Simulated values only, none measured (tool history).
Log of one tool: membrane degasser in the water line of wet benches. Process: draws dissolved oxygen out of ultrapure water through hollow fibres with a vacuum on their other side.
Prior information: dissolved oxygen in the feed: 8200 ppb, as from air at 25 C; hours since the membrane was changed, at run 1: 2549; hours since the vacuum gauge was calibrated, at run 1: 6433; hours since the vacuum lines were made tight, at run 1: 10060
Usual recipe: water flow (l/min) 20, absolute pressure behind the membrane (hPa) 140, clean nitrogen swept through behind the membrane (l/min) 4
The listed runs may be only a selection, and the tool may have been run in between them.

| run | hour | water flow (l/min) | absolute pressure behind the membrane (hPa) | clean nitrogen swept through behind the membrane (l/min) | hours since the membrane was changed | hours since the vacuum gauge was calibrated | hours since the vacuum lines were made tight | dissolved oxygen in the water behind the degasser (ppb) | pressure that the water loses in the fibres (hPa) |
|---|---|---|---|---|---|---|---|---|---|
| 1 | 0 | 20 | 140 | 4 | 2549 | 6433 | 10060 | 360.8 | 482.7 |
| 2 | 248.1 | 20 | 140 | 4 | 2797 | 6681 | 10308 | 364.4 | 482.3 |
| 3 | 420.8 | 30 | 140 | 4 | 2970 | 6854 | 10481 | 587.4 | 721.7 |
| 4 | 687.1 | 30 | 140 | 4 | 3236 | 7120 | 10747 | 594.2 | 721.9 |
|  | 853.9 | vacuum gauge calibrated |
| 5 | 940.1 | 30 | 140 | 4 | 3489 | 86 | 11000 | 595.2 | 722.1 |
|  | 1083.1 | seals of the vacuum lines changed |
| 6 | 1112.2 | 30 | 140 | 4 | 3659 | 256 | 29 | 582.9 | 727.1 |
| 7 | 1280.3 | 30 | 140 | 4 | 3827 | 424 | 197 | 598.3 | 718.4 |
| 8 | 1496.9 | 15 | 140 | 4 | 4044 | 641 | 414 | 244.3 | 360.4 |
| 9 | 1630.1 | 20 | 140 | 4 | 4177 | 774 | 547 | 355.6 | 480 |
| 10 | 1859 | 20 | 140 | 4 | 4406 | 1003 | 776 | 357.5 | 477.7 |
| 11 | 2120.6 | 20 | 140 | 4 | 4667 | 1265 | 1038 | 354.9 | 478.6 |
| 12 | 2301 | 20 | 140 | 4 | 4848 | 1445 | 1218 | 357.8 | 479.6 |
| 13 | 2473 | 20 | 140 | 10.21 | 5020 | 1617 | 1390 | 286 | 477.3 |
| 14 | 2765.1 | 20 | 140 | 10.21 | 5312 | 1909 | 1682 | 282.4 | 475.4 |
| 15 | 3006.3 | 20 | 140 | 4 | 5553 | 2150 | 1923 | 356.4 | 473.9 |
| 16 | 3239.7 | 20 | 128 | 4 | 5786 | 2384 | 2157 | 354.1 | 476.7 |
| 17 | 3508.6 | 20 | 117 | 3.7 | 6055 | 2653 | 2425 | 342.7 | 476 |
| 18 | 3657.3 | 12 | 140 | 4 | 6204 | 2801 | 2574 | 177 | 284.3 |
| 19 | 3861 | 20 | 335 | 3.22 | 6408 | 3005 | 2778 | 644.5 | 472.5 |
| 20 | 4015.9 | 16 | 140 | 7.66 | 6563 | 3160 | 2933 | 221.7 | 381 |
| 21 | 4219.3 | 16 | 140 | 7.66 | 6766 | 3363 | 3136 | 218.9 | 377.8 |
| 22 | 4345.7 | 30 | 123 | 4.06 | 6892 | 3490 | 3263 | 563.2 | 706.7 |
| 23 | 4464.6 | 20 | 120 | 9.6 | 7011 | 3609 | 3382 | 280.7 | 472.2 |
| 24 | 4748.4 | 20 | 140 | 4.55 | 7295 | 3893 | 3665 | 353.1 | 469.4 |
| 25 | 4987.7 | 27 | 167 | 1.88 | 7534 | 4132 | 3905 | 750.8 | 635.7 |
| 26 | 5117.2 | 27 | 167 | 11.51 | 7664 | 4261 | 4034 | 441.7 | 632.9 |
| 27 | 5323.2 | 27 | 167 | 11.51 | 7870 | 4467 | 4240 | 438.6 | 636.8 |
| 28 | 5524.8 | 20 | 149 | 6.44 | 8072 | 4669 | 4442 | 319 | 469.7 |
| 29 | 5713.3 | 20 | 149 | 6.44 | 8260 | 4857 | 4630 | 321.6 | 468.3 |
|  | 5782.1 | gauge calibrated |
| 30 | 5834.2 | 27 | 209 | 7.13 | 8381 | 4978 | 4751 | 504.6 | 653.8 |
| 31 | 6057.6 | 25 | 103 | 4.14 | 8604 | 5202 | 4975 | 427.5 | 601.9 |

Entry by entry between the runs, the difference in hidden state between the last listed run before and the first listed run after:
Logged between run 4 and run 5: vacuum gauge calibrated (hour 853.9)
  true pressure behind the membrane over the reading, kPa: 0.01 -> 0; air that leaks in behind the membrane, l/min: 0.0024 -> 0.0025; drift of the gauge itself on loss_of_pressure_kpa, %: -0.34 -> -0.47
  difference, measured minus the result without the unlogged condition, pressure that the water loses in the fibres (hPa): -2.3 -> -3.2
Logged between run 5 and run 6: seals of the vacuum lines changed (hour 1083.1)
  air that leaks in behind the membrane, l/min: 0.0025 -> 0.002; drift of the gauge itself on loss_of_pressure_kpa, %: -0.47 -> -0.55
  difference, measured minus the result without the unlogged condition, pressure that the water loses in the fibres (hPa): -3.2 -> -3.8
Logged between run 29 and run 30: gauge calibrated (hour 5782.1)
  drift of the gauge itself on loss_of_pressure_kpa, %: -2.84 -> -0.03
  difference, measured minus the result without the unlogged condition, pressure that the water loses in the fibres (hPa): -13.3 -> +0.3
